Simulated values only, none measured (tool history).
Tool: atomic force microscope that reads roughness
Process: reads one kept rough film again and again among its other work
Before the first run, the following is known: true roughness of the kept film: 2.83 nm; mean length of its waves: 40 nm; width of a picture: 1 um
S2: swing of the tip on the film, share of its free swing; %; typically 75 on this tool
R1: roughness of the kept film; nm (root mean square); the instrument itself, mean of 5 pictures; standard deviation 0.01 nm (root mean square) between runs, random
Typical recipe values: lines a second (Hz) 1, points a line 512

Run 1, day 0: usual settings. Result: R1 2.436 nm (root mean square).
Run 2, day 0.775: usual settings but lines a second (Hz) 1.43. Result: R1 2.329 nm (root mean square).
Run 3, day 1.333: usual settings but lines a second (Hz) 1.43. Result: R1 2.332 nm (root mean square).
Run 4, day 2.117: usual settings but S2 78 %. Result: R1 2.389 nm (root mean square).
Run 5, day 2.65: usual settings but S2 78 %. Result: R1 2.391 nm (root mean square).
Run 6, day 3.025: usual settings but S2 78 %. Result: R1 2.409 nm (root mean square).
Run 7, day 3.812: usual settings but S2 78 %, points a line 624. Result: R1 2.401 nm (root mean square).
Run 8, day 4.496: usual settings but lines a second (Hz) 1.21. Result: R1 2.378 nm (root mean square).
Run 9, day 5.279: usual settings but lines a second (Hz) 1.21. Result: R1 2.383 nm (root mean square).
Run 10, day 5.942: usual settings but S2 67 %. Result: R1 2.515 nm (root mean square).
Run 11, day 6.479: usual settings but S2 67 %. Result: R1 2.499 nm (root mean square).
Run 12, day 7.138: usual settings but S2 86 %. Result: R1 2.279 nm (root mean square).
Run 13, day 7.612: usual settings but S2 86 %. Result: R1 2.287 nm (root mean square).
Run 14, day 8.304: usual settings but S2 86 %. Result: R1 2.293 nm (root mean square).
Run 15, day 8.971: usual settings but S2 86 %. Result: R1 2.286 nm (root mean square).
Run 16, day 9.383: usual settings but S2 86 %. Result: R1 2.285 nm (root mean square).
Run 17, day 9.717: usual settings but lines a second (Hz) 2.17. Result: R1 2.207 nm (root mean square).
Run 18, day 10.133: usual settings. Result: R1 2.42 nm (root mean square).
Run 19, day 10.629: usual settings. Result: R1 2.435 nm (root mean square).
Run 20, day 11.083: usual settings. Result: R1 2.411 nm (root mean square).
Run 21, day 11.738: usual settings. Result: R1 2.431 nm (root mean square).
Run 22, day 12.525: usual settings but lines a second (Hz) 2.12. Result: R1 2.208 nm (root mean square).
Run 23, day 13.296: usual settings but lines a second (Hz) 2.12. Result: R1 2.214 nm (root mean square).
Run 24, day 13.975: usual settings but lines a second (Hz) 1.98. Result: R1 2.241 nm (root mean square).
Run 25, day 14.654: usual settings but lines a second (Hz) 1.98. Result: R1 2.233 nm (root mean square).
Run 26, day 15.338: usual settings but lines a second (Hz) 1.08. Result: R1 2.396 nm (root mean square).
Run 27, day 16.058: usual settings but lines a second (Hz) 1.27, S2 64 %. Result: R1 2.487 nm (root mean square).
Run 28, day 16.6: usual settings but lines a second (Hz) 1.7. Result: R1 2.287 nm (root mean square).
Run 29, day 16.942: usual settings but lines a second (Hz) 1.7. Result: R1 2.298 nm (root mean square).
Run 30, day 17.667: usual settings but S2 64 %. Result: R1 2.529 nm (root mean square).
Run 31, day 18.162: usual settings but lines a second (Hz) 0.79, S2 56 %, points a line 974. Result: R1 2.582 nm (root mean square).
Run 32, day 18.492: usual settings but lines a second (Hz) 0.74, S2 55 %, points a line 430. Result: R1 2.587 nm (root mean square).
Run 33, day 18.917: usual settings but lines a second (Hz) 0.6, S2 64 %. Result: R1 2.558 nm (root mean square).
Run 34, day 19.279: usual settings but lines a second (Hz) 0.6, S2 64 %. Result: R1 2.558 nm (root mean square).
Run 35, day 19.758: usual settings but lines a second (Hz) 0.6, S2 71 %, points a line 713. Result: R1 2.551 nm (root mean square).
Run 36, day 20.279: usual settings but lines a second (Hz) 2.98. Result: R1 2.077 nm (root mean square).
Run 37, day 20.842: usual settings but lines a second (Hz) 0.58, S2 61 %, points a line 268. Result: R1 2.561 nm (root mean square).
Run 38, day 21.179: usual settings but lines a second (Hz) 0.54, S2 73 %, points a line 722. Result: R1 2.531 nm (root mean square).
Run 39, day 21.85: usual settings but lines a second (Hz) 0.54, S2 73 %, points a line 426. Result: R1 2.535 nm (root mean square).
Run 40, day 22.433: usual settings but lines a second (Hz) 2.45, S2 66 %, points a line 1021. Result: R1 2.334 nm (root mean square).
Run 41, day 22.967: usual settings but lines a second (Hz) 0.89, S2 58 %, points a line 609. Result: R1 2.555 nm (root mean square).
Run 42, day 23.512: usual settings but lines a second (Hz) 0.89, S2 58 %, points a line 609. Result: R1 2.552 nm (root mean square).
Run 43, day 24.229: usual settings but lines a second (Hz) 0.89, S2 58 %, points a line 609. Result: R1 2.544 nm (root mean square).
Run 44, day 24.95: usual settings but lines a second (Hz) 0.65, S2 66 %, points a line 298. Result: R1 2.537 nm (root mean square).
Run 45, day 25.4: usual settings but lines a second (Hz) 0.87, S2 58 %. Result: R1 2.567 nm (root mean square).
Run 46, day 25.825: usual settings but lines a second (Hz) 2.73, S2 77 %. Result: R1 2.078 nm (root mean square).
Run 47, day 26.475: usual settings but lines a second (Hz) 2.73, S2 77 %. Result: R1 2.066 nm (root mean square).
Run 48, day 27.054: usual settings but lines a second (Hz) 0.79, S2 64 %, points a line 376. Result: R1 2.531 nm (root mean square).
Run 49, day 27.375: usual settings but lines a second (Hz) 0.79, S2 64 %, points a line 376. Result: R1 2.531 nm (root mean square).
Run 50, day 27.929: usual settings but lines a second (Hz) 0.51, S2 60 %, points a line 1017. Result: R1 2.591 nm (root mean square).
Run 51, day 28.658: usual settings but lines a second (Hz) 0.51, S2 60 %, points a line 1017. Result: R1 2.562 nm (root mean square).
Run 52, day 29.188: usual settings but lines a second (Hz) 0.51, S2 60 %, points a line 1017. Result: R1 2.6 nm (root mean square).

Not shown: 4 entries that the log had between the listed runs. Between which runs, and how does the tool's hidden state differ before and after?
Between runs 4 and 5: new tip fitted (day 2.6)
  radius of the tip, nm: 10.3 -> 10
Between runs 17 and 18: new tip fitted (day 10.033)
  radius of the tip, nm: 10.3 -> 10
Between runs 29 and 30: new tip fitted (day 17.467)
  radius of the tip, nm: 10.3 -> 10
Between runs 43 and 44: new tip fitted (day 24.912)
  radius of the tip, nm: 10.3 -> 10
